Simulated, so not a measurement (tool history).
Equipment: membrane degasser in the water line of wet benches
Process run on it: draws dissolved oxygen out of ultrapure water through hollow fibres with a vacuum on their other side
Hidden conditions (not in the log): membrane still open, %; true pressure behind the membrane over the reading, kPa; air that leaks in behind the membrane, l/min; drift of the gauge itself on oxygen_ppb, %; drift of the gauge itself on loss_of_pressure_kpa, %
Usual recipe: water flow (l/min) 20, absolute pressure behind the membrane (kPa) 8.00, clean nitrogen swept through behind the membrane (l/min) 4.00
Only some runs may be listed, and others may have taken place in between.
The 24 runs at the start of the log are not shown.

run	hour	water flow (l/min)	absolute pressure behind the membrane (kPa)	clean nitrogen swept through behind the membrane (l/min)	hours since the membrane was changed	hours since the vacuum gauge was calibrated	hours since the vacuum lines were made tight	dissolved oxygen in the water behind the degasser (ppb)	pressure that the water loses in the fibres (kPa)
25	2498.5	24	9.73	4.36	4184	2664	12023	103.6	33.74
26	2567.9	24	9.73	4.36	4254	2734	12092	101.0	33.59
27	2695.2	20	8.00	3.11	4381	2861	12220	84.4	28.03
28	2829.9	26	6.83	2.03	4516	2996	12354	126.7	36.83
29	2946.7	16	7.57	3.60	4633	3113	12471	53.3	22.66
30	3043.9	15	14.24	4.00	4730	3210	12568	110.0	20.83
31	3131.2	18	12.21	4.00	4817	3297	12656	108.6	25.45
32	3215.5	16	18.88	2.39	4901	3381	12740	259.2	22.31

Alternative continuations, all from the tool just after run 32; predict every row:
A	3349.0	15	9.50	2.39	5035	3515	12873	?	?
B	3349.0	27	18.88	6.32	5035	3515	12873	?	?
C	3349.0	32	9.44	5.76	5035	3515	12873	?	?
D	3349.0	16	18.04	2.39	5035	3515	12873	?	?

run	dissolved oxygen in the water behind the degasser (ppb)	pressure that the water loses in the fibres (kPa)
A	101.8	21.21
B	180.8	38.14
C	108.8	45.41
D	242.6	22.77
With the hidden condition removed and each run's random variation left untouched, the same runs would have given:
run	dissolved oxygen in the water behind the degasser (ppb)	pressure that the water loses in the fibres (kPa)
A	96.4	20.87
B	175.1	37.54
C	103.2	44.69
D	234.3	22.41
